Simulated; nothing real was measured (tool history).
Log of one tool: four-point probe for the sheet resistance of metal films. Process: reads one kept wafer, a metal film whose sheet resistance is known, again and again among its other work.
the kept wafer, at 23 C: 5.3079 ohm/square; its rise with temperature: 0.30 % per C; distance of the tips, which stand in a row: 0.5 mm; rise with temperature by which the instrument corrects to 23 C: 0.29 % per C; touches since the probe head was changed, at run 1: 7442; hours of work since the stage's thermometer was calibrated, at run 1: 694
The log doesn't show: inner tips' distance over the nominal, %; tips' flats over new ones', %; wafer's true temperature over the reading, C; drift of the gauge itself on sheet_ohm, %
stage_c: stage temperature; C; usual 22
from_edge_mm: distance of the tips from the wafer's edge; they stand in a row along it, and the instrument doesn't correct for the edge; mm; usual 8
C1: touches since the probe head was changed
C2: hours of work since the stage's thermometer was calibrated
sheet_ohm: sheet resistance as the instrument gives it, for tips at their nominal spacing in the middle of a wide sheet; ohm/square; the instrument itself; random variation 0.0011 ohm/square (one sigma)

Run 1, hour 0.0: usual settings; C1 7442; C2 694. Result: sheet_ohm 5.311636 ohm/square.
Run 2, hour 14.1: usual settings; C1 7629; C2 702. Result: sheet_ohm 5.311704 ohm/square.
Run 3, hour 28.5: usual settings but stage_c 34 C; C1 7819; C2 710. Result: sheet_ohm 5.319240 ohm/square.
Run 4, hour 44.7: usual settings but stage_c 24 C; C1 8034; C2 720. Result: sheet_ohm 5.314157 ohm/square.
Run 5, hour 59.9: usual settings but stage_c 19 C; C1 8235; C2 729. Result: sheet_ohm 5.311281 ohm/square.
Run 6, hour 83.2: usual settings but stage_c 19 C; C1 8545; C2 743. Result: sheet_ohm 5.309995 ohm/square.
Run 7, hour 99.4: usual settings; C1 8759; C2 752. Result: sheet_ohm 5.312011 ohm/square.
Run 8, hour 109.1: usual settings but stage_c 33 C; C1 8888; C2 758. Result: sheet_ohm 5.319602 ohm/square.
Run 9, hour 128.1: usual settings but from_edge_mm 43 mm; C1 9139; C2 769. Result: sheet_ohm 5.301350 ohm/square.
Run 10, hour 145.9: usual settings but from_edge_mm 43 mm; C1 9375; C2 779. Result: sheet_ohm 5.301382 ohm/square.
Run 11, hour 156.4: usual settings but from_edge_mm 27 mm; C1 9513; C2 786. Result: sheet_ohm 5.303019 ohm/square.
Run 12, hour 175.4: usual settings; C1 9766; C2 797. Result: sheet_ohm 5.313113 ohm/square.
Run 13, hour 185.8: usual settings; C1 9903; C2 803. Result: sheet_ohm 5.314728 ohm/square.
Run 14, hour 206.3: usual settings; C1 10175; C2 815. Result: sheet_ohm 5.312367 ohm/square.
Run 15, hour 226.5: usual settings; C1 10442; C2 827. Result: sheet_ohm 5.312393 ohm/square.
Run 16, hour 243.3: usual settings; C1 10666; C2 837. Result: sheet_ohm 5.312736 ohm/square.
Run 17, hour 260.7: usual settings; C1 10895; C2 847. Result: sheet_ohm 5.314722 ohm/square.
Run 18, hour 272.0: usual settings but stage_c 20 C, from_edge_mm 11 mm; C1 11046; C2 854. Result: sheet_ohm 5.310111 ohm/square.
Run 19, hour 293.7: usual settings but stage_c 24 C, from_edge_mm 42 mm; C1 11333; C2 866. Result: sheet_ohm 5.305992 ohm/square.
Run 20, hour 303.7: usual settings but stage_c 21 C, from_edge_mm 5 mm; C1 11465; C2 872. Result: sheet_ohm 5.331774 ohm/square.
Run 21, hour 321.9: usual settings but stage_c 30 C, from_edge_mm 69 mm; C1 11707; C2 883. Result: sheet_ohm 5.308498 ohm/square.
Run 22, hour 344.7: usual settings but stage_c 21 C, from_edge_mm 14 mm; C1 12009; C2 896. Result: sheet_ohm 5.306681 ohm/square.
Run 23, hour 357.3: usual settings but stage_c 23 C, from_edge_mm 42 mm; C1 12176; C2 904. Result: sheet_ohm 5.305240 ohm/square.
Run 24, hour 373.5: usual settings but stage_c 26 C, from_edge_mm 52 mm; C1 12390; C2 913. Result: sheet_ohm 5.306653 ohm/square.
Run 25, hour 391.6: usual settings but stage_c 25 C; C1 12630; C2 924. Result: sheet_ohm 5.317403 ohm/square.
Run 26, hour 413.6: usual settings but stage_c 25 C; C1 12922; C2 937. Result: sheet_ohm 5.317759 ohm/square.
Run 27, hour 433.4: usual settings but stage_c 25 C, from_edge_mm 5 mm; C1 13184; C2 949. Result: sheet_ohm 5.334686 ohm/square.
Run 28, hour 452.5: usual settings but stage_c 23 C, from_edge_mm 51 mm; C1 13436; C2 960. Result: sheet_ohm 5.305692 ohm/square.
Run 29, hour 471.0: usual settings but stage_c 25 C, from_edge_mm 51 mm; C1 13681; C2 971. Result: sheet_ohm 5.309313 ohm/square.
Run 30, hour 494.4: usual settings but stage_c 29 C, from_edge_mm 44 mm; C1 13992; C2 984. Result: sheet_ohm 5.308037 ohm/square.
Run 31, hour 506.5: usual settings but stage_c 25 C, from_edge_mm 74 mm; C1 14152; C2 992. Result: sheet_ohm 5.308036 ohm/square.
Run 32, hour 518.8: usual settings but stage_c 23 C, from_edge_mm 6 mm; C1 14315; C2 999. Result: sheet_ohm 5.327360 ohm/square.

Measured less the same run without the tool's hidden state. The same run-to-run variation is in both; the gauge's scatter may not be:
run  sheet_ohm
  1  -0.006249
  2  -0.006119
  3  -0.006032
  4  -0.005860
  5  -0.005713
  6  -0.005494
  7  -0.005367
  8  -0.005324
  9  -0.005139
 10  -0.004987
 11  -0.004899
 12  -0.004753
 13  -0.004674
 14  -0.004494
 15  -0.004309
 16  -0.004162
 17  -0.004017
 18  -0.003918
 19  -0.003737
 20  -0.003659
 21  -0.003519
 22  -0.003286
 23  -0.003191
 24  -0.003057
 25  -0.002897
 26  -0.002697
 27  -0.002536
 28  -0.002344
 29  -0.002196
 30  -0.002015
 31  -0.001895
 32  -0.001794
